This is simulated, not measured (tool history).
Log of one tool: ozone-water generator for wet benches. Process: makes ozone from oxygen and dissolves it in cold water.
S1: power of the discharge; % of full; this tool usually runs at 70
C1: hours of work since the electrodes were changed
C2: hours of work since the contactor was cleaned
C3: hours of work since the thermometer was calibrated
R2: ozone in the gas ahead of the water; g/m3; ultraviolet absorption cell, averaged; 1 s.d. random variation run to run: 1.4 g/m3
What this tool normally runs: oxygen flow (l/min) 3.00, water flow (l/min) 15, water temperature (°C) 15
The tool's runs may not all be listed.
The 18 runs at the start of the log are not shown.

run 19 day=42.050 | S1=70 oxygen_flow_(l/min)=1.85 water_flow_(l/min)=15 water_temperature_(°C)=15 | C1=1664 C2=3121 C3=2688 | dissolved_ozone_(ppm)=24.0 R2=322.7
run 20 day=44.454 | S1=70 oxygen_flow_(l/min)=1.85 water_flow_(l/min)=15 water_temperature_(°C)=15 | C1=1715 C2=3172 C3=2739 | dissolved_ozone_(ppm)=23.6 R2=323.1
run 21 day=45.683 | S1=70 oxygen_flow_(l/min)=1.68 water_flow_(l/min)=15 water_temperature_(°C)=8 | C1=1741 C2=3198 C3=2765 | dissolved_ozone_(ppm)=24.6 R2=340.7
run 22 day=48.075 | S1=70 oxygen_flow_(l/min)=1.68 water_flow_(l/min)=15 water_temperature_(°C)=8 | C1=1792 C2=3249 C3=2815 | dissolved_ozone_(ppm)=24.8 R2=347.7
run 23 day=50.442 | S1=91 oxygen_flow_(l/min)=3.61 water_flow_(l/min)=15 water_temperature_(°C)=17 | C1=1842 C2=3299 C3=2866 | dissolved_ozone_(ppm)=26.4 R2=236.7
-- day=50.800 contactor cleaned
run 24 day=52.325 | S1=91 oxygen_flow_(l/min)=3.61 water_flow_(l/min)=15 water_temperature_(°C)=17 | C1=1879 C2=32 C3=2902 | dissolved_ozone_(ppm)=26.0 R2=234.4
run 25 day=54.746 | S1=91 oxygen_flow_(l/min)=3.61 water_flow_(l/min)=15 water_temperature_(°C)=17 | C1=1930 C2=84 C3=2953 | dissolved_ozone_(ppm)=25.6 R2=233.4
run 26 day=56.708 | S1=91 oxygen_flow_(l/min)=3.61 water_flow_(l/min)=15 water_temperature_(°C)=17 | C1=1972 C2=125 C3=2995 | dissolved_ozone_(ppm)=25.8 R2=233.9
run 27 day=58.362 | S1=91 oxygen_flow_(l/min)=3.61 water_flow_(l/min)=16 water_temperature_(°C)=8 | C1=2007 C2=160 C3=3030 | dissolved_ozone_(ppm)=27.0 R2=231.9
run 28 day=59.579 | S1=91 oxygen_flow_(l/min)=3.61 water_flow_(l/min)=16 water_temperature_(°C)=8 | C1=2032 C2=186 C3=3056 | dissolved_ozone_(ppm)=27.2 R2=234.0
run 29 day=60.917 | S1=67 oxygen_flow_(l/min)=2.05 water_flow_(l/min)=15 water_temperature_(°C)=15 | C1=2061 C2=215 C3=3084 | dissolved_ozone_(ppm)=22.4 R2=287.9
run 30 day=62.354 | S1=67 oxygen_flow_(l/min)=2.05 water_flow_(l/min)=15 water_temperature_(°C)=15 | C1=2091 C2=245 C3=3115 | dissolved_ozone_(ppm)=22.2 R2=287.2
run 31 day=63.700 | S1=70 oxygen_flow_(l/min)=3.77 water_flow_(l/min)=12 water_temperature_(°C)=17 | C1=2120 C2=274 C3=3143 | dissolved_ozone_(ppm)=25.6 R2=192.0
-- day=64.592 contactor cleaned, once more
run 32 day=65.750 | S1=80 oxygen_flow_(l/min)=3.00 water_flow_(l/min)=15 water_temperature_(°C)=8 | C1=2160 C2=25 C3=3183 | dissolved_ozone_(ppm)=28.0 R2=242.2
run 33 day=67.271 | S1=70 oxygen_flow_(l/min)=3.00 water_flow_(l/min)=15 water_temperature_(°C)=22 | C1=2192 C2=57 C3=3215 | dissolved_ozone_(ppm)=22.1 R2=226.1

Forecast each of these 3 alternatives for the next run:
run A day=69.642 | S1=75 oxygen_flow_(l/min)=3.00 water_flow_(l/min)=15 water_temperature_(°C)=8 | C1=2242 C2=107 C3=3266 | dissolved_ozone_(ppm)=? R2=?
run B day=69.642 | S1=70 oxygen_flow_(l/min)=3.00 water_flow_(l/min)=11 water_temperature_(°C)=14 | C1=2242 C2=107 C3=3266 | dissolved_ozone_(ppm)=? R2=?
run C day=69.642 | S1=46 oxygen_flow_(l/min)=3.00 water_flow_(l/min)=15 water_temperature_(°C)=15 | C1=2242 C2=107 C3=3266 | dissolved_ozone_(ppm)=? R2=?

run=A dissolved_ozone_(ppm)=26.7 R2=232.8
run=B dissolved_ozone_(ppm)=31.0 R2=225.8
run=C dissolved_ozone_(ppm)=18.8 R2=177.3
Had the tool no hidden state, the same runs would have come out as:
run=A dissolved_ozone_(ppm)=31.4 R2=271.4
run=B dissolved_ozone_(ppm)=36.2 R2=261.6
run=C dissolved_ozone_(ppm)=21.2 R2=197.7

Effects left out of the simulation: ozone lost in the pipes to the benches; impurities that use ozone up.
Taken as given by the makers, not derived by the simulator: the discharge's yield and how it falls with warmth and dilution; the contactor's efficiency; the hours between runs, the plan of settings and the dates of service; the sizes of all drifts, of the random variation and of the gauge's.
